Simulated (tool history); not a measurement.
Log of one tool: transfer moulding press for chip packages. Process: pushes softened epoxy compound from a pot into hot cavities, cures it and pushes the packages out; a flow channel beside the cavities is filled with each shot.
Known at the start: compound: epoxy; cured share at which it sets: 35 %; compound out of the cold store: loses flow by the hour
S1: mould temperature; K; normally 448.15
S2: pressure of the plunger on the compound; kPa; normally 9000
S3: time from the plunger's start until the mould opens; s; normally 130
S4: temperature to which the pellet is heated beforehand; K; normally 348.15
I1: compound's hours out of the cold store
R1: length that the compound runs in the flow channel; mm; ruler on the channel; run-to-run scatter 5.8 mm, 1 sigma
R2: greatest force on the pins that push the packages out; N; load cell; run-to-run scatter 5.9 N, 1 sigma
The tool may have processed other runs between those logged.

run,hour,S1,S2,S3,S4,I1,R1,R2
1,0.0,448.15,9000,130,348.15,17.3,594,198
2,38.1,448.15,9000,130,348.15,9.1,608,312
# hour 75.8: mould's thermocouples calibrated
3,77.5,448.15,9000,130,348.15,38.3,532,368
# hour 109.3: cavities cleaned with cleaning compound and waxed
4,109.3,448.15,9000,130,348.15,17.3,577,216
5,152.0,448.15,9000,130,348.15,19.6,560,317
6,196.0,455.15,9000,130,348.15,36.3,502,342
# hour 218.1: cavities cleaned with cleaning compound and waxed
# hour 227.7: mould's thermocouples calibrated, once more
7,242.0,455.15,9000,130,348.15,11.5,564,263
8,291.7,448.15,7360,130,348.15,29.2,485,375
# hour 328.4: cavities cleaned with cleaning compound and waxed
9,335.8,448.15,9000,130,357.15,41.5,494,248
10,385.0,448.15,9000,120,357.15,18.7,544,383
# hour 400.3: plunger's sealing rings changed
11,416.2,448.15,9000,120,346.15,22.4,605,419
# hour 441.6: cavities cleaned with cleaning compound and waxed
12,479.0,448.15,9000,120,346.15,19.1,614,358
13,538.8,448.15,9000,120,346.15,21.9,605,441
# hour 550.4: cavities cleaned with cleaning compound and waxed
14,574.6,448.15,9000,120,346.15,25.3,591,324
15,630.1,448.15,9000,120,352.15,43.3,534,377
# hour 658.0: cavities cleaned with cleaning compound and waxed
16,697.3,448.15,9000,120,352.15,17.2,591,343
17,739.6,448.15,9000,120,352.15,35.8,539,402
# hour 768.0: cavities cleaned with cleaning compound and waxed
18,771.4,450.15,9000,130,356.15,21.6,565,210
19,826.8,449.15,9000,130,348.15,35.1,523,335
# hour 876.4: cavities cleaned with cleaning compound and waxed
20,896.5,449.15,9000,130,348.15,45.8,490,269
21,947.1,444.15,9000,163,349.15,36.3,536,341
# hour 958.2: mould's thermocouples calibrated
# hour 985.2: cavities cleaned with cleaning compound and waxed
22,990.5,444.15,9000,163,349.15,30.5,547,224
# hour 1027.2: plunger's sealing rings changed
23,1040.0,448.15,9660,130,339.15,34.0,610,344
# hour 1095.7: cavities cleaned with cleaning compound and waxed
24,1095.7,445.15,9000,166,345.15,32.8,604,197
25,1129.6,448.15,9210,130,356.15,20.5,611,323
26,1168.6,448.15,9210,130,356.15,9.5,640,374
# hour 1201.8: cavities cleaned with cleaning compound and waxed
27,1201.8,448.15,9210,120,356.15,38.2,558,227

Here are 4 independent what-if runs from the current tool condition. What would each one return?
A,1256.8,448.15,6960,123,356.15,18.3,?,?
B,1256.8,454.15,10710,131,356.15,14.1,?,?
C,1256.8,448.15,9130,148,348.15,36.9,?,?
D,1256.8,444.15,9000,113,348.15,22.0,?,?

run,R1,R2
A,531,354
B,647,320
C,565,313
D,597,566
With no hidden state in the tool, these same runs would have given:
run,R1,R2
A,559,215
B,679,191
C,594,189
D,628,354
